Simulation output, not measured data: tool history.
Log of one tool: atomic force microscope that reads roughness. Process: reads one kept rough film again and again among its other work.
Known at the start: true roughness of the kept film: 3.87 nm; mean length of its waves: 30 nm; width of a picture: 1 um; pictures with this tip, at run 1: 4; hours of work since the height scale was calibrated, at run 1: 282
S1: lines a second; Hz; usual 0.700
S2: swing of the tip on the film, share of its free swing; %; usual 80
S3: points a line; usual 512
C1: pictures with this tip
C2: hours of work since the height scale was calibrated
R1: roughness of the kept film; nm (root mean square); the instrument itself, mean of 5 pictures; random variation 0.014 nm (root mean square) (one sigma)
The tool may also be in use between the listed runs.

Run 1, day 0.000: usual settings; C1 4; C2 282. Result: R1 3.196 nm (root mean square).
Run 2, day 0.492: usual settings; C1 32; C2 291. Result: R1 3.088 nm (root mean square).
Run 3, day 0.879: usual settings but S3 699; C1 55; C2 298. Result: R1 2.968 nm (root mean square).
Run 4, day 1.304: usual settings but S3 699; C1 79; C2 305. Result: R1 2.910 nm (root mean square).
Run 5, day 1.796: usual settings but S3 699; C1 107; C2 314. Result: R1 2.812 nm (root mean square).
Run 6, day 2.525: usual settings but S3 430; C1 149; C2 327. Result: R1 2.695 nm (root mean square).
Run 7, day 2.979: usual settings but S3 430; C1 176; C2 336. Result: R1 2.619 nm (root mean square).
Run 8, day 3.779: usual settings but S3 621; C1 222; C2 350. Result: R1 2.519 nm (root mean square).
Run 9, day 4.629: usual settings but S3 621; C1 271; C2 365. Result: R1 2.405 nm (root mean square).
Run 10, day 5.383: usual settings but S2 84 %, S3 621; C1 314; C2 379. Result: R1 2.278 nm (root mean square).
At day 5.954: new tip fitted.
Run 11, day 6.050: usual settings but S2 84 %, S3 621; C1 5; C2 391. Result: R1 3.174 nm (root mean square).
Run 12, day 6.683: usual settings but S2 84 %, S3 621; C1 42; C2 402. Result: R1 3.020 nm (root mean square).
Run 13, day 7.033: usual settings but S3 333; C1 62; C2 408. Result: R1 2.984 nm (root mean square).
Run 14, day 7.675: usual settings but S1 0.604 Hz, S3 333; C1 99; C2 420. Result: R1 2.889 nm (root mean square).
Run 15, day 8.350: usual settings but S2 74 %; C1 138; C2 432. Result: R1 2.794 nm (root mean square).
Run 16, day 8.833: usual settings but S3 478; C1 166; C2 441. Result: R1 2.673 nm (root mean square).
Run 17, day 9.383: usual settings but S3 478; C1 198; C2 451. Result: R1 2.609 nm (root mean square).
Run 18, day 9.771: usual settings but S3 478; C1 220; C2 458. Result: R1 2.550 nm (root mean square).
Run 19, day 10.458: usual settings; C1 260; C2 470. Result: R1 2.452 nm (root mean square).
Run 20, day 10.921: usual settings but S2 68 %; C1 286; C2 479. Result: R1 2.480 nm (root mean square).
At day 11.038: height scale calibrated on a step standard.
Run 21, day 11.467: usual settings but S1 0.609 Hz; C1 315; C2 8. Result: R1 2.351 nm (root mean square).
Run 22, day 11.850: usual settings but S1 0.609 Hz; C1 337; C2 15. Result: R1 2.296 nm (root mean square).
At day 12.017: new tip fitted.
Run 23, day 12.467: usual settings but S1 3.412 Hz; C1 26; C2 25. Result: R1 2.504 nm (root mean square).
Run 24, day 13.246: usual settings; C1 71; C2 39. Result: R1 2.919 nm (root mean square).
Run 25, day 13.592: usual settings; C1 91; C2 46. Result: R1 2.861 nm (root mean square).
Run 26, day 14.175: usual settings but S1 1.341 Hz; C1 124; C2 56. Result: R1 2.647 nm (root mean square).
Run 27, day 14.638: usual settings but S1 2.163 Hz, S3 506; C1 151; C2 65. Result: R1 2.381 nm (root mean square).
Run 28, day 15.033: usual settings but S1 2.163 Hz, S3 506; C1 174; C2 72. Result: R1 2.339 nm (root mean square).
At day 15.604: height scale calibrated on a step standard, once more.
Run 29, day 15.754: usual settings but S3 312; C1 213; C2 3. Result: R1 2.531 nm (root mean square).
Run 30, day 16.154: usual settings but S1 0.749 Hz, S2 84 %, S3 560; C1 236; C2 10. Result: R1 2.429 nm (root mean square).
Run 31, day 17.004: usual settings but S1 0.749 Hz, S2 84 %, S3 560; C1 285; C2 25. Result: R1 2.365 nm (root mean square).
Run 32, day 17.550: usual settings but S1 0.749 Hz, S2 84 %, S3 560; C1 316; C2 35. Result: R1 2.293 nm (root mean square).
Run 33, day 17.933: usual settings but S1 0.553 Hz, S2 85 %, S3 653; C1 338; C2 42. Result: R1 2.294 nm (root mean square).
At day 18.083: new tip fitted.
Run 34, day 18.608: usual settings but S1 3.358 Hz, S2 69 %, S3 283; C1 30; C2 54. Result: R1 2.792 nm (root mean square).
Run 35, day 19.100: usual settings but S2 64 %; C1 58; C2 63. Result: R1 3.094 nm (root mean square).
Run 36, day 19.458: usual settings but S2 64 %; C1 79; C2 69. Result: R1 3.017 nm (root mean square).
Run 37, day 20.075: usual settings but S1 1.145 Hz, S2 60 %, S3 483; C1 114; C2 80. Result: R1 2.880 nm (root mean square).
Run 38, day 20.721: usual settings but S1 0.541 Hz, S2 69 %, S3 483; C1 152; C2 92. Result: R1 2.805 nm (root mean square).
Run 39, day 21.133: usual settings but S1 0.615 Hz, S3 327; C1 175; C2 99. Result: R1 2.628 nm (root mean square).
Run 40, day 21.700: usual settings but S1 1.465 Hz, S2 65 %, S3 710; C1 208; C2 110. Result: R1 2.584 nm (root mean square).
Run 41, day 22.175: usual settings but S1 1.465 Hz, S2 65 %, S3 710; C1 236; C2 118. Result: R1 2.492 nm (root mean square).
Run 42, day 22.804: usual settings but S1 1.465 Hz, S2 65 %, S3 710; C1 272; C2 129. Result: R1 2.428 nm (root mean square).
Run 43, day 23.333: usual settings but S1 1.465 Hz, S2 74 %, S3 362; C1 302; C2 139. Result: R1 2.252 nm (root mean square).
Run 44, day 23.783: usual settings but S1 1.465 Hz, S2 74 %, S3 362; C1 328; C2 147. Result: R1 2.200 nm (root mean square).
At day 24.129: new tip fitted.
Run 45, day 24.429: usual settings but S1 3.344 Hz, S2 63 %, S3 635; C1 17; C2 158. Result: R1 2.997 nm (root mean square).
Run 46, day 25.004: usual settings but S1 3.344 Hz, S2 63 %, S3 635; C1 50; C2 169. Result: R1 2.892 nm (root mean square).
Run 47, day 25.592: usual settings but S2 74 %; C1 84; C2 179. Result: R1 2.940 nm (root mean square).
Run 48, day 26.154: usual settings but S2 69 %, S3 312; C1 117; C2 189. Result: R1 2.857 nm (root mean square).
Run 49, day 26.683: usual settings but S2 69 %, S3 312; C1 147; C2 199. Result: R1 2.767 nm (root mean square).
Run 50, day 27.283: usual settings but S2 69 %, S3 312; C1 182; C2 210. Result: R1 2.646 nm (root mean square).
Run 51, day 27.838: usual settings but S2 69 %, S3 312; C1 214; C2 220. Result: R1 2.602 nm (root mean square).
Run 52, day 28.354: usual settings but S2 69 %, S3 312; C1 243; C2 229. Result: R1 2.507 nm (root mean square).

5 ways to go on from here, each from the tool as it stands after run 52. What would each give?
Run A, day 28.971: usual settings but S3 890; C1 279; C2 240. Result: R1 ?.
Run B, day 28.971: usual settings but S1 2.188 Hz; C1 279; C2 240. Result: R1 ?.
Run C, day 28.971: usual settings but S1 2.578 Hz, S2 83 %, S3 959; C1 279; C2 240. Result: R1 ?.
Run D, day 28.971: usual settings but S1 3.312 Hz, S2 74 %, S3 378; C1 279; C2 240. Result: R1 ?.
Run E, day 28.971: usual settings but S1 1.818 Hz; C1 279; C2 240. Result: R1 ?.

run     R1
  A  2.382
  B  2.134
  C  2.001
  D  2.075
  E  2.151
Without the tool's hidden state the same runs would have given:
run     R1
  A  3.237
  B  2.900
  C  2.720
  D  2.818
  E  2.929
